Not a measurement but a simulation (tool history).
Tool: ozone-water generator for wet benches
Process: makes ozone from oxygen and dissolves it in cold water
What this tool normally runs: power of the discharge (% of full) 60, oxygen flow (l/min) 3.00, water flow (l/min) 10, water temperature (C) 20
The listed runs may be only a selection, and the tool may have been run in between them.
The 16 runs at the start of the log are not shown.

run,hour,power of the discharge (% of full),oxygen flow (l/min),water flow (l/min),water temperature (C),hours of work since the electrodes were changed,hours of work since the contactor was cleaned,hours of work since the thermometer was calibrated,dissolved ozone (ppm),ozone in the gas ahead of the water (g/m3)
17,691.2,60,3.00,10,27,2231,4773,2525,19.9,210.1
18,732.3,60,3.00,10,27,2263,4804,2557,20.2,210.2
19,788.4,94,1.68,10,27,2306,4847,2600,26.4,378.3
20,812.7,60,1.77,10,20,2324,4866,2618,21.1,263.9
21,844.9,51,1.77,10,20,2349,4891,2643,18.8,235.3
22,873.8,65,2.04,10,20,2371,4913,2665,22.8,260.9
23,930.2,65,2.04,10,16,2415,4956,2709,24.0,265.5
24,983.3,65,2.04,10,16,2455,4997,2749,23.9,260.7
25,1028.3,65,2.04,10,16,2490,5031,2784,23.9,261.5
26,1082.1,65,2.04,10,16,2531,5073,2825,24.1,260.3

Expected results for the next run?
27,1125.9,65,2.81,10,16,2565,5106,2859,?,?

{"run 27": {"dissolved ozone (ppm)": 24.9, "ozone in the gas ahead of the water (g/m3)": 227.6}}
Were there no unlogged condition in the tool, this run, its random variation unchanged, would have produced dissolved ozone (ppm) 27.8, ozone in the gas ahead of the water (g/m3) 245.7.
